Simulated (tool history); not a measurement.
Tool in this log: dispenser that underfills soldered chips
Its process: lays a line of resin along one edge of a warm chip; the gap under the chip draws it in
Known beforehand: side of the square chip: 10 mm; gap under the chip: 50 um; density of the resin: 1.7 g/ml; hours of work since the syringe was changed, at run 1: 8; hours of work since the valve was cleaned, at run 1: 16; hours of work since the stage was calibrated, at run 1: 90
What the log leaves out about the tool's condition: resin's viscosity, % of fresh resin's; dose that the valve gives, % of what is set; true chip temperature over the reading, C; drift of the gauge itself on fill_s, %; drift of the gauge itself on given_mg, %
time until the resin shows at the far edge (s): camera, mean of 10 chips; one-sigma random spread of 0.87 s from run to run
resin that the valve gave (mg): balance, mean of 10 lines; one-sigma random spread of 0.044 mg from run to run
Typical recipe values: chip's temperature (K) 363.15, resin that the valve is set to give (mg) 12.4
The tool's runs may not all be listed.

run,hour,chip's temperature (K),resin that the valve is set to give (mg),hours of work since the syringe was changed,hours of work since the valve was cleaned,hours of work since the stage was calibrated,time until the resin shows at the far edge (s),resin that the valve gave (mg)
1,0.0,363.15,12.4,8,16,90,146.3,12.30
# hour 2.2: new syringe of resin
2,8.8,363.15,12.4,5,22,96,118.9,12.26
# hour 15.6: new syringe of resin
3,16.9,363.15,12.4,1,28,101,88.9,12.19
4,22.4,363.15,12.4,5,31,105,117.1,12.15
# hour 28.5: new syringe of resin
5,28.7,363.15,12.4,0,36,109,83.8,12.13
6,38.5,363.15,12.4,7,42,116,134.2,12.12
# hour 41.1: new syringe of resin
7,45.7,363.15,14.2,3,47,121,105.6,13.84
# hour 54.7: new syringe of resin
8,57.3,363.15,14.2,2,55,129,95.0,13.76
9,65.2,363.15,12.4,7,61,134,145.3,11.99
# hour 67.4: new syringe of resin
10,71.6,363.15,12.4,3,65,139,106.0,11.97
# hour 80.0: new syringe of resin
11,81.9,363.15,12.4,1,72,146,93.2,11.90
# hour 87.7: dispensing valve cleaned and set on the balance
# hour 93.7: new syringe of resin
12,95.2,360.15,12.4,1,5,154,105.1,12.42
13,102.6,358.15,12.4,6,10,159,162.3,12.38
# hour 106.5: new syringe of resin
14,114.2,358.15,10.8,5,18,167,159.5,10.62
# hour 119.7: new syringe of resin
15,123.8,376.15,10.8,3,25,174,65.5,10.69
# hour 132.4: new syringe of resin
16,134.7,363.15,12.4,2,32,181,94.7,12.15
# hour 145.5: new syringe of resin
17,147.5,363.15,12.4,1,41,190,94.2,12.11
18,157.4,361.15,10.6,8,48,197,177.3,10.36
# hour 158.6: new syringe of resin
19,167.5,351.15,11.3,6,54,203,228.0,11.01
# hour 171.3: new syringe of resin
20,173.8,351.15,11.3,2,59,208,167.0,10.95
21,179.1,378.15,13.2,5,62,211,69.5,12.77
# hour 183.8: new syringe of resin
22,185.8,378.15,13.2,1,67,216,53.8,12.71
23,191.8,362.15,14.4,6,71,220,132.0,13.79
# hour 196.7: new syringe of resin
# hour 199.6: dispensing valve cleaned and set on the balance
24,202.4,362.15,12.4,3,2,226,112.5,12.40
25,208.7,362.15,12.5,8,6,231,153.8,12.47
# hour 210.8: new syringe of resin
26,221.8,361.15,12.4,8,15,240,161.2,12.37
# hour 223.7: new syringe of resin
27,231.3,355.15,11.3,5,22,246,181.7,11.17
# hour 236.7: new syringe of resin
28,239.0,349.15,14.1,2,27,251,170.0,13.92
29,248.4,349.15,14.1,8,33,258,275.6,13.80
# hour 250.0: new syringe of resin
30,260.1,349.15,14.1,7,41,266,263.2,13.86
# hour 263.3: new syringe of resin
31,271.7,373.15,12.9,6,49,274,89.5,12.54
# hour 276.2: new syringe of resin
32,279.2,373.15,12.9,2,54,279,67.9,12.55
33,285.6,372.15,13.1,7,59,283,98.4,12.72
# hour 289.2: new syringe of resin
34,295.0,372.15,13.1,4,65,289,81.3,12.69

Some steps in time until the resin shows at the far edge (s), run to run, broken into two amounts with sign: the step expected even without the hidden condition (settings, incoming material, random variation), and the rest, left for the hidden condition together with whatever gauge scatter is not in both the measured and the hidden-condition-free result:
Run 17 -> 18: chip's temperature (K) 363.15 -> 361.15, resin that the valve is set to give (mg) 12.4 -> 10.6. time until the resin shows at the far edge (s) +83.1: hidden state +71.3, all else +11.8.
Run 20 -> 21: chip's temperature (K) 351.15 -> 378.15, resin that the valve is set to give (mg) 11.3 -> 13.2. time until the resin shows at the far edge (s) -97.5: hidden state -5.1, all else -92.4.
Run 28 -> 29: no setting changed, nothing entered. time until the resin shows at the far edge (s) +105.6: hidden state +103.0, all else +2.6.
Run 30 -> 31: chip's temperature (K) 349.15 -> 373.15, resin that the valve is set to give (mg) 14.1 -> 12.9, new syringe of resin. time until the resin shows at the far edge (s) -173.7: hidden state -82.2, all else -91.5.
